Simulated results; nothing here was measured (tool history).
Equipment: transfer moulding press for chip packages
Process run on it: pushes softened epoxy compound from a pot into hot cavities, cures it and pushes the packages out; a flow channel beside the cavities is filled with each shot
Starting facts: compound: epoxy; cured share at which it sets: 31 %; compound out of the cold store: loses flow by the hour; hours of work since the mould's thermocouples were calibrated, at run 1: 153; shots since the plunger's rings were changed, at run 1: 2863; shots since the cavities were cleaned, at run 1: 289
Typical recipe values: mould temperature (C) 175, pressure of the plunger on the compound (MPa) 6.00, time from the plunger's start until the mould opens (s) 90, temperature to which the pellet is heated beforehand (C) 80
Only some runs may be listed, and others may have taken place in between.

run   hour  mould temperature (C)  pressure of the plunger on the compound (MPa)  time from the plunger's start until the mould opens (s)  temperature to which the pellet is heated beforehand (C)  hours of work since the mould's thermocouples were calibrated  shots since the plunger's rings were changed  shots since the cavities were cleaned  incoming compound's hours out of the cold store  length that the compound runs in the flow channel (mm)  greatest force on the pins that push the packages out (N)
  1    0.0                    175                                           6.00                                                       90                                                        80                                                            153                                          2863                                    289                                             11.6                                                     794                                                        462
  2   27.7                    175                                           6.00                                                       90                                                        80                                                            172                                          3210                                    636                                             17.1                                                     774                                                        517
      44.0  -- cavities cleaned with cleaning compound and waxed
  3   58.9                    175                                           6.00                                                       90                                                        80                                                            192                                          3583                                    187                                             13.6                                                     786                                                        434
  4   75.7                    175                                           6.00                                                       90                                                        80                                                            203                                          3794                                    398                                             37.1                                                     710                                                        455
  5  100.8                    175                                           5.19                                                       90                                                        80                                                            220                                          4109                                    713                                             30.2                                                     681                                                        522
     111.3  -- cavities cleaned with cleaning compound and waxed
  6  128.0                    175                                           6.74                                                       90                                                        80                                                            237                                          4431                                    209                                             16.1                                                     817                                                        423
  7  142.1                    175                                           6.74                                                       90                                                        80                                                            247                                          4608                                    386                                             43.5                                                     731                                                        454
     157.3  -- plunger's sealing rings changed
  8  165.3                    171                                           6.00                                                       72                                                        80                                                            261                                           101                                    647                                             47.3                                                     721                                                        983
     181.2  -- cavities cleaned with cleaning compound and waxed
  9  190.0                    167                                           6.00                                                      122                                                        77                                                            276                                           392                                    111                                             38.4                                                     761                                                        370
 10  214.8                    173                                           5.74                                                       88                                                        79                                                            293                                           702                                    421                                             37.7                                                     715                                                        547
 11  238.6                    175                                           7.11                                                       90                                                        74                                                            309                                          1001                                    720                                             14.3                                                     866                                                        542
     249.6  -- cavities cleaned with cleaning compound and waxed
 12  253.6                    170                                           6.00                                                       94                                                        80                                                            318                                          1170                                     49                                             16.0                                                     816                                                        488

Forecast each of these 5 alternatives for the next run:
  A  277.1                    170                                           5.43                                                       94                                                        80                                                            334                                          1465                                    344                                             43.1                                                       ?                                                          ?
  B  277.1                    180                                           6.00                                                       90                                                        84                                                            334                                          1465                                    344                                             24.2                                                       ?                                                          ?
  C  277.1                    170                                           6.00                                                       76                                                        71                                                            334                                          1465                                    344                                             23.3                                                       ?                                                          ?
  D  277.1                    175                                           5.32                                                       90                                                        80                                                            334                                          1465                                    344                                             17.5                                                       ?                                                          ?
  E  277.1                    174                                           5.37                                                       90                                                        80                                                            334                                          1465                                    344                                             19.9                                                       ?                                                          ?

run  length that the compound runs in the flow channel (mm)  greatest force on the pins that push the packages out (N)
  A                                                     694                                                        554
  B                                                     742                                                        385
  C                                                     787                                                        947
  D                                                     745                                                        453
  E                                                     736                                                        476
The same runs, with their run-to-run variation unchanged, on a tool lacking any hidden condition would have given:
run  length that the compound runs in the flow channel (mm)  greatest force on the pins that push the packages out (N)
  A                                                     699                                                        398
  B                                                     748                                                        286
  C                                                     793                                                        672
  D                                                     750                                                        328
  E                                                     741                                                        341
